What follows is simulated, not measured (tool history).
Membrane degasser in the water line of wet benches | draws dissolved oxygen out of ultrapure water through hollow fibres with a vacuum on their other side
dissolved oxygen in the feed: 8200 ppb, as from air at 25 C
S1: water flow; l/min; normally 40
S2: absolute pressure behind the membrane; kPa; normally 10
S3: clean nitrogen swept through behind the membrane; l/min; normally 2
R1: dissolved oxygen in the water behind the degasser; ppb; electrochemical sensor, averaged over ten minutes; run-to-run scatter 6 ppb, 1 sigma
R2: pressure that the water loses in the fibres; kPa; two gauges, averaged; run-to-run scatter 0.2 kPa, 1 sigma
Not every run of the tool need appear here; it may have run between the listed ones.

Run 1, day 0: usual settings. Result: R1 599.4 ppb, R2 43.29 kPa.
Run 2, day 2.817: usual settings. Result: R1 601.6 ppb, R2 43.39 kPa.
Run 3, day 5.046: usual settings but S2 23.2 kPa. Result: R1 1077.4 ppb, R2 43.2 kPa.
Run 4, day 7.15: usual settings but S1 37 l/min, S2 23.2 kPa. Result: R1 988.5 ppb, R2 40.33 kPa.
At day 7.825: seals of the vacuum lines changed.
Run 5, day 8.617: usual settings but S3 5.33 l/min. Result: R1 435.2 ppb, R2 44.02 kPa.
Run 6, day 10.021: usual settings but S3 5.33 l/min. Result: R1 437.8 ppb, R2 43.65 kPa.
Run 7, day 11.983: usual settings but S1 39 l/min, S2 18.8 kPa, S3 1.03 l/min. Result: R1 1317 ppb, R2 42.58 kPa.
Run 8, day 14.167: usual settings but S1 39 l/min, S2 18.8 kPa, S3 1.03 l/min. Result: R1 1278.5 ppb, R2 42.82 kPa.
Run 9, day 16.962: usual settings but S1 58 l/min, S3 4.16 l/min. Result: R1 932.6 ppb, R2 63.96 kPa.
Run 10, day 18.567: usual settings but S1 62 l/min, S2 9.4 kPa, S3 2.72 l/min. Result: R1 1090.5 ppb, R2 68.26 kPa.
Run 11, day 20.429: usual settings but S1 62 l/min, S2 9.4 kPa, S3 2.72 l/min. Result: R1 1084.6 ppb, R2 68.44 kPa.

Branching from run 11: 3 alternative next runs. What would each branch give?
Run A, day 22.662: usual settings but S1 28 l/min, S2 11 kPa, S3 2.72 l/min. Result: R1 ?, R2 ?.
Run B, day 22.662: usual settings but S1 62 l/min, S2 9.4 kPa, S3 0.93 l/min. Result: R1 ?, R2 ?.
Run C, day 22.662: usual settings but S1 62 l/min, S2 9.4 kPa, S3 2.64 l/min. Result: R1 ?, R2 ?.

run      R1     R2
  A   289.5  31.13
  B  1422.2  68.63
  C    1101  68.81
The same runs, with their run-to-run variation unchanged, on a tool lacking any hidden condition would have given:
run      R1     R2
  A   289.3  30.31
  B  1421.3  66.81
  C  1100.3  66.99

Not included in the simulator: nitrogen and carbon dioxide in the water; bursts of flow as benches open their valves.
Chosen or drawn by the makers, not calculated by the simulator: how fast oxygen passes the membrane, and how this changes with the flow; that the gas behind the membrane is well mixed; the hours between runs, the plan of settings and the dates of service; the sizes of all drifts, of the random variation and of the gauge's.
